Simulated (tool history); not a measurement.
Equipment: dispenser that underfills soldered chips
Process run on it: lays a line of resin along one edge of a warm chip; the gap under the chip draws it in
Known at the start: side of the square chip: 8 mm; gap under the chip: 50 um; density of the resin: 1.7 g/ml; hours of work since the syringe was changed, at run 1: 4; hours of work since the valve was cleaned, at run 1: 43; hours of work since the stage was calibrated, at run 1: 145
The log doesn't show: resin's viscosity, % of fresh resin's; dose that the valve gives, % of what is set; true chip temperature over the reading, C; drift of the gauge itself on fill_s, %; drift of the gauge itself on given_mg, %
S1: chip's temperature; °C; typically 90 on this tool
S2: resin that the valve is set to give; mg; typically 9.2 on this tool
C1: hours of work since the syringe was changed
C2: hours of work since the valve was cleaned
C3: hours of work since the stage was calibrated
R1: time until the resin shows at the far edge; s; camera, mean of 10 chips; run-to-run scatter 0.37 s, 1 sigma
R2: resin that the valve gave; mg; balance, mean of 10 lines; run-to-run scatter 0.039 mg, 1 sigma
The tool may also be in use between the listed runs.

| run | hour | S1 | S2 | C1 | C2 | C3 | R1 | R2 |
|---|---|---|---|---|---|---|---|---|
| 1 | 0 | 90 | 9.2 | 4 | 43 | 145 | 31.7 | 8.93 |
| 2 | 3.5 | 90 | 9.2 | 7 | 46 | 147 | 37.1 | 8.95 |
| 3 | 7.9 | 90 | 9.2 | 10 | 49 | 150 | 46 | 8.85 |
|  | 9.5 | new syringe of resin |
| 4 | 12.1 | 90 | 9.2 | 2 | 51 | 153 | 26 | 8.85 |
| 5 | 17 | 90 | 9.2 | 5 | 55 | 156 | 33.3 | 8.82 |
| 6 | 22.5 | 90 | 9.8 | 9 | 58 | 160 | 42.6 | 9.3 |
|  | 25.7 | new syringe of resin |
| 7 | 27.3 | 103 | 11.3 | 1 | 61 | 163 | 14.8 | 10.74 |
| 8 | 30.3 | 103 | 11.3 | 3 | 63 | 165 | 17 | 10.71 |
| 9 | 34.4 | 103 | 11.3 | 6 | 66 | 168 | 19.9 | 10.76 |
| 10 | 40.5 | 84 | 9.04 | 10 | 70 | 172 | 59.9 | 8.54 |
|  | 41.6 | new syringe of resin |
| 11 | 45.3 | 95 | 8.44 | 2 | 73 | 175 | 23.3 | 8.01 |
| 12 | 50.7 | 77 | 9.4 | 6 | 77 | 178 | 63.4 | 8.84 |

Branching from run 12: 3 alternative next runs. What would each branch give?
| A | 56.4 | 91 | 9.42 | 10 | 81 | 182 | ? | ? |
| B | 56.4 | 90 | 11.75 | 10 | 81 | 182 | ? | ? |
| C | 56.4 | 90 | 7.92 | 10 | 81 | 182 | ? | ? |

| run | R1 | R2 |
|---|---|---|
| A | 43.7 | 8.91 |
| B | 46.1 | 11.12 |
| C | 46.8 | 7.46 |
The same runs, with their run-to-run variation unchanged, on a tool lacking any hidden condition would have given:
| run | R1 | R2 |
|---|---|---|
| A | 21 | 9.47 |
| B | 22.6 | 11.82 |
| C | 22.5 | 7.93 |
